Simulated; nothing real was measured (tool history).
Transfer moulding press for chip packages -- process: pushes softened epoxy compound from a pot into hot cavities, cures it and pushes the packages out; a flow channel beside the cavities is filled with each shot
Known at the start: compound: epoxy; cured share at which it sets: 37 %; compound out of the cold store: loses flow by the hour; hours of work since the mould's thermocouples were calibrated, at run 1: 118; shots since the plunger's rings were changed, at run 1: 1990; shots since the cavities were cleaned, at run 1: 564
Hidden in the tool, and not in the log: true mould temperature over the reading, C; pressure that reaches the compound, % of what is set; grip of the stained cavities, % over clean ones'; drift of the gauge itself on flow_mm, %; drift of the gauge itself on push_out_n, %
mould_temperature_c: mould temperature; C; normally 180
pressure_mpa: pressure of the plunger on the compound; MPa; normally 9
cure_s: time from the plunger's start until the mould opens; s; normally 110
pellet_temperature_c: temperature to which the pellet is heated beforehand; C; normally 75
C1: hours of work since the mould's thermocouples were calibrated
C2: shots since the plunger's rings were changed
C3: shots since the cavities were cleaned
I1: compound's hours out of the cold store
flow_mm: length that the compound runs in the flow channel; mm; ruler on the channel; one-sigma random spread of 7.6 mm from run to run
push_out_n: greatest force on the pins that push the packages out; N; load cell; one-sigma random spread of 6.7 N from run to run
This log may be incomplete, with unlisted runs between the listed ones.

run 1 day=0 | mould_temperature_c=180 pressure_mpa=9 cure_s=110 pellet_temperature_c=75 | C1=118 C2=1990 C3=564 | I1=27.4 | flow_mm=844 push_out_n=416
-- day=0.308 cavities cleaned with cleaning compound and waxed
run 2 day=1.35 | mould_temperature_c=180 pressure_mpa=9 cure_s=110 pellet_temperature_c=75 | C1=140 C2=2338 C3=281 | I1=32.3 | flow_mm=818 push_out_n=367
-- day=2.692 cavities cleaned with cleaning compound and waxed
run 3 day=2.692 | mould_temperature_c=180 pressure_mpa=9 cure_s=110 pellet_temperature_c=75 | C1=162 C2=2682 C3=0 | I1=13.2 | flow_mm=838 push_out_n=273
run 4 day=3.529 | mould_temperature_c=180 pressure_mpa=9 cure_s=110 pellet_temperature_c=75 | C1=177 C2=2909 C3=227 | I1=17.3 | flow_mm=826 push_out_n=363
run 5 day=4.75 | mould_temperature_c=180 pressure_mpa=9 cure_s=110 pellet_temperature_c=75 | C1=198 C2=3237 C3=555 | I1=20.3 | flow_mm=827 push_out_n=418
-- day=5.038 cavities cleaned with cleaning compound and waxed
run 6 day=5.783 | mould_temperature_c=180 pressure_mpa=9 cure_s=110 pellet_temperature_c=75 | C1=215 C2=3499 C3=201 | I1=25.6 | flow_mm=816 push_out_n=352
run 7 day=7.158 | mould_temperature_c=180 pressure_mpa=9 cure_s=110 pellet_temperature_c=75 | C1=238 C2=3870 C3=572 | I1=8.8 | flow_mm=843 push_out_n=434
-- day=7.375 mould's thermocouples calibrated
-- day=7.438 cavities cleaned with cleaning compound and waxed
run 8 day=8.321 | mould_temperature_c=180 pressure_mpa=9 cure_s=110 pellet_temperature_c=75 | C1=15 C2=4145 C3=239 | I1=25.2 | flow_mm=817 push_out_n=368
run 9 day=9.662 | mould_temperature_c=180 pressure_mpa=9 cure_s=110 pellet_temperature_c=75 | C1=38 C2=4506 C3=600 | I1=11.6 | flow_mm=834 push_out_n=446
-- day=9.838 cavities cleaned with cleaning compound and waxed
run 10 day=11.088 | mould_temperature_c=180 pressure_mpa=9 cure_s=110 pellet_temperature_c=75 | C1=62 C2=4873 C3=336 | I1=38.9 | flow_mm=772 push_out_n=393
-- day=12.179 cavities cleaned with cleaning compound and waxed
run 11 day=12.279 | mould_temperature_c=180 pressure_mpa=9 cure_s=137 pellet_temperature_c=75 | C1=82 C2=5179 C3=28 | I1=9.6 | flow_mm=841 push_out_n=240
-- day=12.867 mould's thermocouples calibrated, once more
run 12 day=13.388 | mould_temperature_c=180 pressure_mpa=9 cure_s=137 pellet_temperature_c=75 | C1=9 C2=5455 C3=304 | I1=27.6 | flow_mm=785 push_out_n=315
-- day=14.617 cavities cleaned with cleaning compound and waxed
run 13 day=14.617 | mould_temperature_c=180 pressure_mpa=9 cure_s=137 pellet_temperature_c=75 | C1=29 C2=5770 C3=0 | I1=25.9 | flow_mm=789 push_out_n=241
-- day=15.617 plunger's sealing rings changed
run 14 day=16.146 | mould_temperature_c=180 pressure_mpa=9 cure_s=104 pellet_temperature_c=75 | C1=54 C2=143 C3=384 | I1=9.9 | flow_mm=877 push_out_n=441
run 15 day=16.879 | mould_temperature_c=174 pressure_mpa=8.02 cure_s=117 pellet_temperature_c=75 | C1=67 C2=341 C3=582 | I1=24.3 | flow_mm=805 push_out_n=532
-- day=17.05 cavities cleaned with cleaning compound and waxed
run 16 day=17.779 | mould_temperature_c=174 pressure_mpa=8.02 cure_s=117 pellet_temperature_c=75 | C1=81 C2=567 C3=197 | I1=8.8 | flow_mm=849 push_out_n=452
run 17 day=18.533 | mould_temperature_c=180 pressure_mpa=9 cure_s=142 pellet_temperature_c=65 | C1=94 C2=769 C3=399 | I1=29.6 | flow_mm=845 push_out_n=362
-- day=19.421 cavities cleaned with cleaning compound and waxed
run 18 day=19.533 | mould_temperature_c=176 pressure_mpa=7.35 cure_s=110 pellet_temperature_c=74 | C1=110 C2=1022 C3=29 | I1=11.1 | flow_mm=799 push_out_n=374
run 19 day=20.625 | mould_temperature_c=185 pressure_mpa=9 cure_s=109 pellet_temperature_c=72 | C1=129 C2=1317 C3=324 | I1=44.2 | flow_mm=794 push_out_n=365
run 20 day=21.317 | mould_temperature_c=176 pressure_mpa=6.86 cure_s=109 pellet_temperature_c=65 | C1=141 C2=1503 C3=510 | I1=30.4 | flow_mm=719 push_out_n=531
-- day=21.758 cavities cleaned with cleaning compound and waxed
run 21 day=21.971 | mould_temperature_c=176 pressure_mpa=6.86 cure_s=109 pellet_temperature_c=83 | C1=151 C2=1663 C3=57 | I1=38 | flow_mm=713 push_out_n=352
run 22 day=23.246 | mould_temperature_c=176 pressure_mpa=6.86 cure_s=109 pellet_temperature_c=83 | C1=173 C2=2007 C3=401 | I1=30.8 | flow_mm=717 push_out_n=485
run 23 day=23.992 | mould_temperature_c=180 pressure_mpa=9 cure_s=120 pellet_temperature_c=75 | C1=186 C2=2208 C3=602 | I1=15.2 | flow_mm=848 push_out_n=403
-- day=24.158 cavities cleaned with cleaning compound and waxed
run 24 day=24.817 | mould_temperature_c=188 pressure_mpa=9.47 cure_s=110 pellet_temperature_c=84 | C1=199 C2=2414 C3=178 | I1=31.3 | flow_mm=813 push_out_n=302
run 25 day=26.175 | mould_temperature_c=181 pressure_mpa=9.54 cure_s=150 pellet_temperature_c=75 | C1=223 C2=2780 C3=544 | I1=20.3 | flow_mm=847 push_out_n=372
-- day=26.512 cavities cleaned with cleaning compound and waxed
run 26 day=27.338 | mould_temperature_c=176 pressure_mpa=9.39 cure_s=110 pellet_temperature_c=75 | C1=242 C2=3077 C3=223 | I1=46.7 | flow_mm=797 push_out_n=423
run 27 day=28.433 | mould_temperature_c=175 pressure_mpa=10.46 cure_s=121 pellet_temperature_c=76 | C1=261 C2=3372 C3=518 | I1=47.9 | flow_mm=841 push_out_n=436

Alternative continuations, all from the tool just after run 27; predict every row:
-- day=28.85 cavities cleaned with cleaning compound and waxed
run A day=29.6 | mould_temperature_c=175 pressure_mpa=10.46 cure_s=116 pellet_temperature_c=67 | C1=280 C2=3669 C3=201 | I1=35.7 | flow_mm=? push_out_n=?
-- day=28.85 cavities cleaned with cleaning compound and waxed
run B day=29.6 | mould_temperature_c=180 pressure_mpa=8.05 cure_s=110 pellet_temperature_c=75 | C1=280 C2=3669 C3=201 | I1=18.8 | flow_mm=? push_out_n=?
-- day=28.85 cavities cleaned with cleaning compound and waxed
run C day=29.6 | mould_temperature_c=180 pressure_mpa=6.87 cure_s=100 pellet_temperature_c=75 | C1=280 C2=3669 C3=201 | I1=27.1 | flow_mm=? push_out_n=?
-- day=28.85 cavities cleaned with cleaning compound and waxed
run D day=29.6 | mould_temperature_c=175 pressure_mpa=8.26 cure_s=121 pellet_temperature_c=78 | C1=280 C2=3669 C3=201 | I1=43.3 | flow_mm=? push_out_n=?

run=A flow_mm=873 push_out_n=382
run=B flow_mm=788 push_out_n=348
run=C flow_mm=721 push_out_n=387
run=D flow_mm=762 push_out_n=353
What these runs would have given with no unlogged condition in the tool:
run=A flow_mm=911 push_out_n=297
run=B flow_mm=821 push_out_n=268
run=C flow_mm=751 push_out_n=302
run=D flow_mm=794 push_out_n=273
